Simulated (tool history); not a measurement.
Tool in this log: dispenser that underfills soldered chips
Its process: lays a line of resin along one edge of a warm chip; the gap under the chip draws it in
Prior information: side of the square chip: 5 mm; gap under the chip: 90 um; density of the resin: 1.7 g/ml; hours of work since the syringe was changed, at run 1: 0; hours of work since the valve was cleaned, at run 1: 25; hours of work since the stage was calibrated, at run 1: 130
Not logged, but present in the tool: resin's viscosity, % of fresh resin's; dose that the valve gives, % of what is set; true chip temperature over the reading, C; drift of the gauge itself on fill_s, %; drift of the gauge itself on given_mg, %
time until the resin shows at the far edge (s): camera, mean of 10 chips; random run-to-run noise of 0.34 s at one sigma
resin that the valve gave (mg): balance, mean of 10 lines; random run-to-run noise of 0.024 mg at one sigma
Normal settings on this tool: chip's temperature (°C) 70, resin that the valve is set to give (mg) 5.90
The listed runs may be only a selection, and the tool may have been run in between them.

| run | hour | chip's temperature (°C) | resin that the valve is set to give (mg) | hours of work since the syringe was changed | hours of work since the valve was cleaned | hours of work since the stage was calibrated | time until the resin shows at the far edge (s) | resin that the valve gave (mg) |
|---|---|---|---|---|---|---|---|---|
| 1 | 0.0 | 70 | 5.90 | 0 | 25 | 130 | 14.5 | 5.78 |
| 2 | 6.9 | 70 | 5.90 | 4 | 29 | 134 | 17.3 | 5.79 |
| 3 | 10.4 | 70 | 5.90 | 7 | 32 | 137 | 20.0 | 5.74 |
| 4 | 17.3 | 70 | 5.90 | 11 | 36 | 141 | 25.2 | 5.74 |
|  | 19.1 | new syringe of resin |
| 5 | 21.9 | 70 | 5.90 | 2 | 39 | 144 | 16.7 | 5.72 |
| 6 | 25.2 | 70 | 5.90 | 4 | 41 | 146 | 18.5 | 5.71 |
| 7 | 32.1 | 70 | 5.90 | 8 | 45 | 150 | 22.4 | 5.71 |
| 8 | 35.2 | 70 | 5.90 | 10 | 47 | 152 | 24.3 | 5.66 |
|  | 38.5 | new syringe of resin |
| 9 | 41.0 | 62 | 7.56 | 2 | 51 | 156 | 20.8 | 7.23 |
|  | 43.4 | dispensing valve cleaned and set on the balance |
| 10 | 46.4 | 62 | 7.56 | 4 | 2 | 159 | 23.6 | 7.55 |
| 11 | 51.3 | 66 | 5.51 | 8 | 5 | 162 | 24.1 | 5.49 |
| 12 | 55.9 | 66 | 5.51 | 11 | 8 | 165 | 28.8 | 5.48 |
|  | 58.7 | new syringe of resin |
| 13 | 61.2 | 78 | 7.58 | 2 | 11 | 168 | 11.5 | 7.48 |

Run 14, settings as shown, results not yet in. Your forecast:
| 14 | 67.3 | 78 | 7.58 | 5 | 15 | 172 | ? | ? |

{"run 14": {"time until the resin shows at the far edge (s)": 13.7, "resin that the valve gave (mg)": 7.47}}
With the hidden condition absent and the run-to-run variation left alone, this run would have shown time until the resin shows at the far edge (s) 10.9, resin that the valve gave (mg) 7.56.
